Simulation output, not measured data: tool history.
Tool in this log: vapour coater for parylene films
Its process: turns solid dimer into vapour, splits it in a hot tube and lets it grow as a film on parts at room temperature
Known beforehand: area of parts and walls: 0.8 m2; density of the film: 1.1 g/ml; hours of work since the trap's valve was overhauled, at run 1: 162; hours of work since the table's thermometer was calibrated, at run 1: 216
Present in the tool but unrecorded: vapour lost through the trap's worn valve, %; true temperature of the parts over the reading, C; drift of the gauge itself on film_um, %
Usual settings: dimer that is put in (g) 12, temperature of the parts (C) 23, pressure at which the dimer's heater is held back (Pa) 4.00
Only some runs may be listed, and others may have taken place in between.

run	hour	dimer that is put in (g)	temperature of the parts (C)	pressure at which the dimer's heater is held back (Pa)	hours of work since the trap's valve was overhauled	hours of work since the table's thermometer was calibrated	thickness of the film (nm)
1	0.0	12	23	4.00	162	216	6360
2	24.3	12	23	4.00	172	226	6380
3	61.0	12	23	10.35	188	242	5690
4	90.4	12	23	9.51	200	254	5740
5	130.6	12	23	4.00	217	271	6380
6	153.8	12	23	4.00	227	281	6360
7	190.3	12	34	4.00	242	296	4550
8	241.2	12	34	4.00	264	318	4540
9	278.9	12	16	4.00	280	334	7910
10	302.2	12	23	4.00	289	344	6370
11	351.2	12	23	8.25	310	364	5840
12	401.0	12	23	4.00	331	385	6370
# hour 432.8: trap's valve overhauled
13	440.8	12	23	4.00	3	400	6410
14	472.5	12	23	4.00	17	414	6380
15	507.7	12	25	4.00	32	429	6030
16	532.1	12	25	2.75	42	439	6290
17	554.6	8	23	4.00	51	448	4260
18	603.5	8	23	4.00	72	469	4250
19	643.9	8	23	4.00	89	486	4250
20	685.2	12	21	4.00	106	503	6750
21	728.1	10	25	8.47	125	522	4540
22	774.1	10	25	8.47	144	541	4560
23	821.0	13	24	9.17	164	561	6060
24	858.6	11	25	7.83	180	577	5080
25	901.9	11	25	7.83	198	595	5050
26	950.7	11	25	7.83	218	615	5090
27	977.1	9	23	6.23	230	627	4530
28	1027.2	9	23	6.23	251	648	4540
29	1071.2	19	26	3.36	269	666	9420
30	1108.4	6	23	4.00	285	682	3180
31	1146.7	6	26	2.29	301	698	3110
32	1189.4	15	23	11.20	319	716	7050
33	1229.2	6	23	3.63	336	733	3230
# hour 1249.5: trap's valve overhauled
34	1263.3	12	23	8.13	6	746	5880
35	1313.2	12	22	3.60	27	767	6680
36	1342.2	12	18	4.31	39	779	7420
37	1375.4	7	24	4.00	53	793	3610
38	1420.5	12	23	6.18	72	812	6030

Across each entry between runs, compare the hidden state at the last listed run before it with the hidden state at the first listed run after it:
In the gap between runs 12 and 13: trap's valve overhauled (hour 432.8)
  vapour lost through the trap's worn valve, %: 0.2 -> 0
In the gap between runs 33 and 34: trap's valve overhauled (hour 1249.5)
  vapour lost through the trap's worn valve, %: 0.2 -> 0
